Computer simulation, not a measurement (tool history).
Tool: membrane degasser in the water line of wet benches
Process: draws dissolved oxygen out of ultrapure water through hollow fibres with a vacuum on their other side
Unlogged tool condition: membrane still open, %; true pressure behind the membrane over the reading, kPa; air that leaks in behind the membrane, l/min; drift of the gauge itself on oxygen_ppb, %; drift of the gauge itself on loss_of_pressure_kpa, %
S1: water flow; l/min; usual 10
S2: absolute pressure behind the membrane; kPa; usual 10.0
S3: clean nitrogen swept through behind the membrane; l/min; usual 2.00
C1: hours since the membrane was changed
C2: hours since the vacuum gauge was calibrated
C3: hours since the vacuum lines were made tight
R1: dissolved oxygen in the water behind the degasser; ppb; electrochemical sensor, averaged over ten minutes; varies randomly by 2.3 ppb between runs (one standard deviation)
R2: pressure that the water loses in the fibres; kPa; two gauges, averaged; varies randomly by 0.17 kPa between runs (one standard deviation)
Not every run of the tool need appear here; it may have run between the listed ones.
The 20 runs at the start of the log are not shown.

Run 21, hour 1433.6: usual settings but S2 12.0 kPa, S3 1.11 l/min; C1 5034; C2 243; C3 1837. Result: R1 346.8 ppb, R2 28.57 kPa.
Run 22, hour 1506.2: usual settings but S1 7 l/min, S2 8.7 kPa, S3 1.41 l/min; C1 5107; C2 316; C3 1910. Result: R1 131.5 ppb, R2 20.51 kPa.
Run 23, hour 1567.3: usual settings but S2 16.7 kPa, S3 2.29 l/min; C1 5168; C2 377; C3 1971. Result: R1 312.4 ppb, R2 28.93 kPa.
Run 24, hour 1612.2: usual settings but S1 7 l/min, S2 23.4 kPa; C1 5213; C2 422; C3 2016. Result: R1 237.7 ppb, R2 20.61 kPa.
Run 25, hour 1672.9: usual settings but S1 7 l/min, S2 23.4 kPa; C1 5273; C2 482; C3 2076. Result: R1 236.3 ppb, R2 20.50 kPa.
Run 26, hour 1774.9: usual settings but S1 6 l/min, S2 7.1 kPa, S3 3.58 l/min; C1 5375; C2 584; C3 2178. Result: R1 53.6 ppb, R2 17.52 kPa.
Run 27, hour 1832.4: usual settings but S2 7.1 kPa, S3 2.37 l/min; C1 5433; C2 642; C3 2236. Result: R1 216.1 ppb, R2 29.33 kPa.
Run 28, hour 1938.4: usual settings but S1 8 l/min, S2 22.6 kPa, S3 3.43 l/min; C1 5539; C2 748; C3 2342. Result: R1 204.7 ppb, R2 23.47 kPa.
Run 29, hour 2006.8: usual settings but S1 9 l/min, S2 12.8 kPa, S3 1.42 l/min; C1 5607; C2 816; C3 2410. Result: R1 277.9 ppb, R2 26.38 kPa.
Run 30, hour 2059.6: usual settings but S1 9 l/min, S2 12.8 kPa, S3 1.42 l/min; C1 5660; C2 869; C3 2463. Result: R1 282.0 ppb, R2 26.44 kPa.
Run 31, hour 2113.2: usual settings but S2 8.5 kPa, S3 1.02 l/min; C1 5714; C2 923; C3 2517. Result: R1 299.5 ppb, R2 29.18 kPa.
Run 32, hour 2218.6: usual settings but S1 7 l/min, S2 17.9 kPa, S3 1.30 l/min; C1 5819; C2 1028; C3 2622. Result: R1 258.5 ppb, R2 20.51 kPa.

3 options for the next run, each taken on its own from the tool as it stands now. Forecast them:
Run A, hour 2263.1: usual settings but S1 14 l/min, S2 6.8 kPa, S3 5.52 l/min; C1 5864; C2 1073; C3 2667. Result: R1 ?, R2 ?.
Run B, hour 2263.1: usual settings but S1 16 l/min; C1 5864; C2 1073; C3 2667. Result: R1 ?, R2 ?.
Run C, hour 2263.1: usual settings but S1 13 l/min, S2 8.9 kPa, S3 0.98 l/min; C1 5864; C2 1073; C3 2667. Result: R1 ?, R2 ?.

run     R1     R2
  A  416.1  40.91
  B  610.9  46.99
  C  497.4  37.99
Without the tool's unlogged condition, the same runs would have read:
run     R1     R2
  A  353.7  38.75
  B  538.5  44.49
  C  440.5  35.98
